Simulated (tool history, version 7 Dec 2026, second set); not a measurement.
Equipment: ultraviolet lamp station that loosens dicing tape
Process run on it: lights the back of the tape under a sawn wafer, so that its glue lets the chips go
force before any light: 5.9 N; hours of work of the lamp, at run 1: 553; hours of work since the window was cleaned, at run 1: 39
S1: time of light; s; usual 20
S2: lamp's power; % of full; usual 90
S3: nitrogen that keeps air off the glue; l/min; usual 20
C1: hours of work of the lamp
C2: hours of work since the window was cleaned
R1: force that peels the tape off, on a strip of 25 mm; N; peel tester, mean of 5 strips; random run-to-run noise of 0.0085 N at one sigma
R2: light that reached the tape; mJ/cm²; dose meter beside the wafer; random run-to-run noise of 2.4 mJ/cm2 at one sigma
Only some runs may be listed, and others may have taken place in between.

{"run": 1, "day": 0.0, "S1": 20, "S2": 90, "S3": 20, "C1": 553, "C2": 39, "R1": 0.428, "R2": 232}
{"run": 2, "day": 2.096, "S1": 20, "S2": 90, "S3": 37, "C1": 586, "C2": 72, "R1": 0.326, "R2": 229}
{"run": 3, "day": 3.938, "S1": 20, "S2": 90, "S3": 12, "C1": 615, "C2": 101, "R1": 0.631, "R2": 221}
{"run": 4, "day": 5.975, "S1": 20, "S2": 90, "S3": 12, "C1": 647, "C2": 133, "R1": 0.645, "R2": 223}
{"run": 5, "day": 7.117, "S1": 20, "S2": 65, "S3": 20, "C1": 665, "C2": 151, "R1": 0.784, "R2": 157}
{"run": 6, "day": 8.421, "S1": 20, "S2": 65, "S3": 20, "C1": 685, "C2": 171, "R1": 0.842, "R2": 157}
{"run": 7, "day": 10.392, "S1": 20, "S2": 65, "S3": 20, "C1": 717, "C2": 203, "R1": 0.895, "R2": 153}
{"run": 8, "day": 12.038, "S1": 20, "S2": 65, "S3": 20, "C1": 742, "C2": 229, "R1": 0.909, "R2": 148}
{"run": 9, "day": 14.375, "S1": 20, "S2": 65, "S3": 20, "C1": 779, "C2": 265, "R1": 0.957, "R2": 148}
{"run": 10, "day": 16.267, "S1": 11, "S2": 65, "S3": 20, "C1": 809, "C2": 295, "R1": 2.121, "R2": 78}
{"run": 11, "day": 18.383, "S1": 20, "S2": 90, "S3": 20, "C1": 842, "C2": 329, "R1": 0.547, "R2": 195}
{"run": 12, "day": 20.092, "S1": 20, "S2": 68, "S3": 20, "C1": 869, "C2": 355, "R1": 0.935, "R2": 143}
{"run": 13, "day": 21.104, "S1": 20, "S2": 90, "S3": 20, "C1": 885, "C2": 371, "R1": 0.584, "R2": 193}
{"run": 14, "day": 22.804, "S1": 20, "S2": 90, "S3": 20, "C1": 912, "C2": 398, "R1": 0.61, "R2": 186}
{"run": 15, "day": 24.321, "S1": 20, "S2": 90, "S3": 20, "C1": 936, "C2": 422, "R1": 0.621, "R2": 182}
{"day": 24.975, "done": "window cleaned of glue's vapour"}
{"run": 16, "day": 26.029, "S1": 20, "S2": 90, "S3": 20, "C1": 963, "C2": 17, "R1": 0.478, "R2": 217}
{"run": 17, "day": 28.462, "S1": 20, "S2": 90, "S3": 20, "C1": 1001, "C2": 55, "R1": 0.485, "R2": 207}
{"run": 18, "day": 30.6, "S1": 20, "S2": 90, "S3": 20, "C1": 1035, "C2": 89, "R1": 0.505, "R2": 206}
{"run": 19, "day": 31.933, "S1": 20, "S2": 90, "S3": 31, "C1": 1056, "C2": 110, "R1": 0.395, "R2": 206}
{"run": 20, "day": 33.708, "S1": 20, "S2": 90, "S3": 20, "C1": 1084, "C2": 138, "R1": 0.533, "R2": 200}
{"run": 21, "day": 35.362, "S1": 20, "S2": 90, "S3": 20, "C1": 1110, "C2": 164, "R1": 0.53, "R2": 203}
{"run": 22, "day": 37.221, "S1": 26, "S2": 64, "S3": 13, "C1": 1139, "C2": 193, "R1": 0.871, "R2": 181}
{"run": 23, "day": 38.425, "S1": 20, "S2": 75, "S3": 11, "C1": 1158, "C2": 212, "R1": 1.16, "R2": 161}
{"run": 24, "day": 39.425, "S1": 10, "S2": 81, "S3": 20, "C1": 1174, "C2": 228, "R1": 1.908, "R2": 87}
{"run": 25, "day": 41.321, "S1": 14, "S2": 81, "S3": 12, "C1": 1204, "C2": 258, "R1": 1.678, "R2": 118}
{"run": 26, "day": 43.138, "S1": 14, "S2": 81, "S3": 12, "C1": 1232, "C2": 286, "R1": 1.671, "R2": 115}
{"run": 27, "day": 44.671, "S1": 18, "S2": 100, "S3": 27, "C1": 1256, "C2": 310, "R1": 0.529, "R2": 181}
{"run": 28, "day": 46.625, "S1": 27, "S2": 100, "S3": 27, "C1": 1287, "C2": 341, "R1": 0.299, "R2": 265}
{"run": 29, "day": 48.825, "S1": 27, "S2": 100, "S3": 27, "C1": 1322, "C2": 376, "R1": 0.303, "R2": 255}
{"run": 30, "day": 49.804, "S1": 20, "S2": 90, "S3": 8, "C1": 1337, "C2": 391, "R1": 1.3, "R2": 168}
{"run": 31, "day": 52.162, "S1": 38, "S2": 90, "S3": 14, "C1": 1375, "C2": 429, "R1": 0.318, "R2": 314}
{"day": 52.383, "done": "window cleaned of glue's vapour"}
{"run": 32, "day": 53.321, "S1": 36, "S2": 62, "S3": 26, "C1": 1392, "C2": 15, "R1": 0.32, "R2": 246}
{"run": 33, "day": 54.492, "S1": 20, "S2": 73, "S3": 15, "C1": 1411, "C2": 33, "R1": 0.945, "R2": 161}
{"run": 34, "day": 56.883, "S1": 20, "S2": 73, "S3": 15, "C1": 1449, "C2": 71, "R1": 0.976, "R2": 155}
{"run": 35, "day": 58.479, "S1": 20, "S2": 90, "S3": 32, "C1": 1474, "C2": 96, "R1": 0.437, "R2": 189}
{"run": 36, "day": 59.796, "S1": 20, "S2": 90, "S3": 32, "C1": 1495, "C2": 117, "R1": 0.458, "R2": 186}
{"run": 37, "day": 62.0, "S1": 10, "S2": 90, "S3": 21, "C1": 1529, "C2": 152, "R1": 1.745, "R2": 91}
{"run": 38, "day": 63.017, "S1": 29, "S2": 68, "S3": 33, "C1": 1545, "C2": 168, "R1": 0.41, "R2": 198}
{"run": 39, "day": 64.762, "S1": 29, "S2": 68, "S3": 33, "C1": 1573, "C2": 195, "R1": 0.434, "R2": 193}

Take each entry between the runs: how does the hidden state at the last listed run before it differ from the hidden state at the first listed run after it?
Between runs 15 and 16: window cleaned of glue's vapour (day 24.975)
  lamp's light, % of a new lamp's: 83.7 -> 83.2; light that the window lets through, % of a clean one's: 82.6 -> 98.9
  difference, measured minus the result without the unlogged condition, R1: +0.285 -> +0.127 N; R2: -81 -> -47 mJ/cm²
Between runs 31 and 32: window cleaned of glue's vapour (day 52.383)
  lamp's light, % of a new lamp's: 76.6 -> 76.3; light that the window lets through, % of a clean one's: 82.1 -> 98.9
  difference, measured minus the result without the unlogged condition, R1: +0.101 -> +0.082 N; R2: -186 -> -79 mJ/cm²
